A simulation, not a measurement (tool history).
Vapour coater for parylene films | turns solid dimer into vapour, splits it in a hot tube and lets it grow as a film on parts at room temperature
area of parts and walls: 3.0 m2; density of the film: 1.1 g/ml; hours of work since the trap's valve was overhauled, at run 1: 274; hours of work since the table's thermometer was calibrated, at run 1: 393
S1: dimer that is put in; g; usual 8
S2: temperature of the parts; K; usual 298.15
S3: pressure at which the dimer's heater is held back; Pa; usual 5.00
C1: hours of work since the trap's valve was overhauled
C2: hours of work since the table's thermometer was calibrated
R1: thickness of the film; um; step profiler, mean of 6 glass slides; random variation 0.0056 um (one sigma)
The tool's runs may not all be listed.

run,day,S1,S2,S3,C1,C2,R1
1,0.000,8,298.15,5.00,274,393,1.218
2,0.629,8,298.15,5.00,282,402,1.215
3,1.592,8,298.15,5.00,295,415,1.214
4,2.329,8,298.15,5.00,305,425,1.200
5,3.238,8,298.15,5.00,317,437,1.217
6,3.996,8,303.15,5.00,328,447,1.006
7,4.817,8,303.15,5.00,339,459,1.013
8,5.233,9,298.15,5.00,344,464,1.353
9,6.121,9,298.15,5.00,356,476,1.338
10,6.838,8,307.15,5.00,366,486,0.870
11,7.642,6,298.15,3.21,377,497,0.944

Measured less the same run without the tool's hidden state. The same run-to-run variation is in both; the gauge's scatter may not be:
The hidden state here: vapour lost through the trap's worn valve, %; true temperature of the parts over the reading, C; drift of the gauge itself on film_um, %.
run,R1
1,-0.078
2,-0.081
3,-0.084
4,-0.086
5,-0.090
6,-0.078
7,-0.081
8,-0.110
9,-0.113
10,-0.075
11,-0.085

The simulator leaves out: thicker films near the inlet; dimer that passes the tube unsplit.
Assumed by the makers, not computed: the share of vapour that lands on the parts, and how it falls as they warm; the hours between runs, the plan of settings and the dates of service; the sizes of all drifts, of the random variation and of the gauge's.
